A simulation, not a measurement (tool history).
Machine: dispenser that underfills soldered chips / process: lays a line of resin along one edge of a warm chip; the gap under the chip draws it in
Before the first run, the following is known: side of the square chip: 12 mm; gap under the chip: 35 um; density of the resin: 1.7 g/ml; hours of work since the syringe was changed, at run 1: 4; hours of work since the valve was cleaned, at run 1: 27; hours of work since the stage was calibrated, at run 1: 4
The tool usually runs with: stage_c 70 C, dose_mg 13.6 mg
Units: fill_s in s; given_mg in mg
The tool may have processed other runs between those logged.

| run | hour | stage_c | dose_mg | hours of work since the syringe was changed | hours of work since the valve was cleaned | hours of work since the stage was calibrated | fill_s | given_mg |
|---|---|---|---|---|---|---|---|---|
| 1 | 0 | 70 | 13.6 | 4 | 27 | 4 | 248.2 | 13.23 |
|  | 4 | new syringe of resin |
| 2 | 6.2 | 70 | 13.6 | 2 | 31 | 8 | 205.8 | 13.24 |
| 3 | 11.6 | 70 | 13.6 | 5 | 35 | 12 | 286.1 | 13.11 |
|  | 12.5 | new syringe of resin |
| 4 | 17.8 | 70 | 13.6 | 4 | 39 | 16 | 254.4 | 13.12 |
|  | 21.2 | new syringe of resin |
| 5 | 22.8 | 70 | 13.6 | 1 | 43 | 19 | 202.9 | 13.04 |
|  | 29.9 | new syringe of resin |
| 6 | 32.8 | 70 | 13.6 | 2 | 49 | 26 | 222.4 | 12.98 |
| 7 | 37 | 70 | 13.6 | 5 | 52 | 29 | 290.9 | 12.93 |
|  | 38.7 | new syringe of resin |
| 8 | 44.3 | 73 | 13.6 | 4 | 57 | 34 | 219.5 | 12.73 |
|  | 47.2 | new syringe of resin |
| 9 | 48.7 | 73 | 13.6 | 1 | 60 | 37 | 169.7 | 12.67 |
| 10 | 53.2 | 73 | 13.6 | 4 | 63 | 40 | 227.5 | 12.66 |
|  | 56 | new syringe of resin |
| 11 | 59.1 | 73 | 13.6 | 2 | 67 | 44 | 192.2 | 12.69 |
|  | 64.8 | new syringe of resin |
| 12 | 69.2 | 70 | 16.2 | 3 | 74 | 51 | 241.4 | 14.99 |
|  | 73.7 | new syringe of resin |
| 13 | 76.2 | 70 | 16.2 | 2 | 79 | 56 | 209.2 | 14.95 |
|  | 78.8 | dispensing valve cleaned and set on the balance |
|  | 83.9 | new syringe of resin |
| 14 | 86.5 | 70 | 16.2 | 2 | 5 | 62 | 211.5 | 16.01 |
| 15 | 92 | 69 | 16.2 | 6 | 9 | 66 | 320.1 | 16.06 |
|  | 93.1 | new syringe of resin |
| 16 | 98.4 | 69 | 16.2 | 4 | 13 | 70 | 260.7 | 15.99 |
|  | 101.8 | new syringe of resin |
| 17 | 108.6 | 69 | 16.2 | 5 | 20 | 77 | 289.1 | 15.73 |
|  | 110.5 | new syringe of resin |
| 18 | 116.9 | 83 | 13.6 | 5 | 26 | 83 | 143.8 | 13.25 |
|  | 119.4 | new syringe of resin |
| 19 | 123.7 | 56 | 15.6 | 3 | 31 | 88 | 504.4 | 15.05 |
|  | 128.7 | new syringe of resin |
| 20 | 132.2 | 59 | 12.2 | 2 | 37 | 93 | 408.9 | 11.76 |
|  | 137.6 | new syringe of resin |
| 21 | 138.2 | 58 | 13.3 | 0 | 41 | 97 | 359.8 | 12.82 |
| 22 | 143.9 | 57 | 12.3 | 4 | 45 | 101 | 539.8 | 11.71 |
|  | 146.5 | new syringe of resin |
| 23 | 151.7 | 56 | 13.8 | 4 | 50 | 107 | 533.9 | 13.12 |
|  | 155.2 | new syringe of resin |
| 24 | 157.3 | 56 | 12.8 | 1 | 54 | 111 | 447.7 | 12.16 |
|  | 164.1 | new syringe of resin |
| 25 | 165.1 | 64 | 12.5 | 1 | 59 | 116 | 274.3 | 11.68 |
|  | 172.6 | new syringe of resin |
| 26 | 172.6 | 62 | 15.9 | 0 | 64 | 121 | 271.9 | 14.91 |
|  | 181.2 | new syringe of resin |
| 27 | 182.4 | 59 | 17.2 | 1 | 71 | 128 | 340.2 | 15.97 |
|  | 189.8 | new syringe of resin |
| 28 | 189.8 | 56 | 14 | 0 | 76 | 133 | 395.7 | 12.94 |
|  | 197 | dispensing valve cleaned and set on the balance |
| 29 | 198.2 | 55 | 14.4 | 5 | 1 | 138 | 651.9 | 14.43 |
|  | 199.7 | new syringe of resin |
| 30 | 204.6 | 55 | 14.4 | 3 | 5 | 142 | 547.8 | 14.42 |
|  | 208.3 | new syringe of resin |
| 31 | 214.9 | 55 | 14.4 | 5 | 12 | 149 | 610.3 | 14.24 |
|  | 216.9 | new syringe of resin |
| 32 | 221.1 | 69 | 14.9 | 3 | 17 | 154 | 252.3 | 14.75 |
|  | 225.9 | new syringe of resin |
| 33 | 230.8 | 69 | 14.9 | 3 | 23 | 160 | 262.2 | 14.65 |
|  | 235 | new syringe of resin |
| 34 | 235.9 | 69 | 14.9 | 1 | 27 | 164 | 207 | 14.63 |
|  | 244.1 | new syringe of resin |
| 35 | 244.1 | 56 | 14 | 0 | 32 | 169 | 385.8 | 13.61 |
|  | 252.6 | new syringe of resin |
| 36 | 254.1 | 56 | 14 | 1 | 39 | 176 | 429.4 | 13.61 |

Selected run-to-run steps in fill_s, each split into two signed amounts: the part the tool would show with no hidden state at all (from settings, incoming material and random variation), and the remainder, which goes to the hidden state together with any gauge scatter not common to the measured and the hidden-state-free results:
The tool's hidden condition here consists of: resin's viscosity, % of fresh resin's; dose that the valve gives, % of what is set; true chip temperature over the reading, C; drift of the gauge itself on fill_s, %; drift of the gauge itself on given_mg, %.
Run 18 -> 19: stage_c 83 -> 56, dose_mg 13.6 -> 15.6, new syringe of resin. fill_s +360.6 s: hidden state +88.8, all else +271.8.
Run 21 -> 22: stage_c 58 -> 57, dose_mg 13.3 -> 12.3. fill_s +180 s: hidden state +165, all else +15.
Run 28 -> 29: stage_c 56 -> 55, dose_mg 14 -> 14.4, dispensing valve cleaned and set on the balance. fill_s +256.2 s: hidden state +241.2, all else +15.
Run 31 -> 32: stage_c 55 -> 69, dose_mg 14.4 -> 14.9, new syringe of resin. fill_s -358 s: hidden state -160.2, all else -197.8.

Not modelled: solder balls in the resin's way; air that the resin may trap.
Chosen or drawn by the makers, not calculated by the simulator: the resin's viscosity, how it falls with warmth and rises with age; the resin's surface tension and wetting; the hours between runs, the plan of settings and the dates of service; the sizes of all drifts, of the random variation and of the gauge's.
